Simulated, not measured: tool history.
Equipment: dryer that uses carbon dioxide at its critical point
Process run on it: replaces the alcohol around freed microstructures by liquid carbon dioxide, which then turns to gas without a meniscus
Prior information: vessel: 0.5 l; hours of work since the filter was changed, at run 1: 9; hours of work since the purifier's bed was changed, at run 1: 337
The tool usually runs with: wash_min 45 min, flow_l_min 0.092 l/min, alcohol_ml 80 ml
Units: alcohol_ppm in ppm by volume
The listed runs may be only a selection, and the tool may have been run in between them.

run   hour  wash_min  flow_l_min  alcohol_ml  hours of work since the filter was changed  hours of work since the purifier's bed was changed  alcohol_ppm
  1      0        45       0.092          80                                           9                                                 337          286
  2   11.6        45       0.092          80                                          15                                                 344          304
  3   28.2        45       0.092          80                                          24                                                 352          298
  4   45.7        45      0.1055          80                                          34                                                 362          167
  5   58.3        45      0.1055          80                                          40                                                 369          178
  6   78.2        45       0.092          80                                          51                                                 379          334
  7   94.2        45       0.092          86                                          59                                                 388          381
  8    112        45       0.092          86                                          69                                                 397          387
  9  124.9        45       0.092          86                                          76                                                 404          391
 10  136.4        45       0.092          86                                          82                                                 410          393
 11  158.1        60       0.092          80                                          94                                                 422          120
 12  171.4        60       0.092          80                                         101                                                 429          135
 13  184.3        60       0.092          80                                         108                                                 436          147
 14  195.2        53      0.0637          80                                         113                                                 442         1188
 15  217.4        28      0.1056          80                                         125                                                 454         2044
 16  231.1        28      0.1056          80                                         133                                                 461         2098
 17  242.5        36      0.0944          78                                         139                                                 467         1168
 18  260.2        47        0.09          46                                         148                                                 477          297
 19  276.4        66        0.09          46                                         157                                                 485          140
 20  286.9        50       0.092          80                                         163                                                 491          311
 21  301.6        50      0.0661          33                                         170                                                 499          697
 22  311.6        50      0.0706          25                                         176                                                 504          455
 23  321.6        29       0.092          45                                         181                                                 509         2128
 24    334        29       0.092          45                                         188                                                 516         2084

Branching from run 24: 4 alternative next runs. What would each branch give?
  A  349.8        35      0.1265          78                                         196                                                 525            ?
  B  349.8        45       0.092          89                                         196                                                 525            ?
  C  349.8        45      0.1331          80                                         196                                                 525            ?
  D  349.8        66       0.092          80                                         196                                                 525            ?

run  alcohol_ppm
  A          410
  B          631
  C          154
  D          152
Had the tool no hidden state, the same runs would have come out as:
run  alcohol_ppm
  A          115
  B          226
  C           15
  D           14
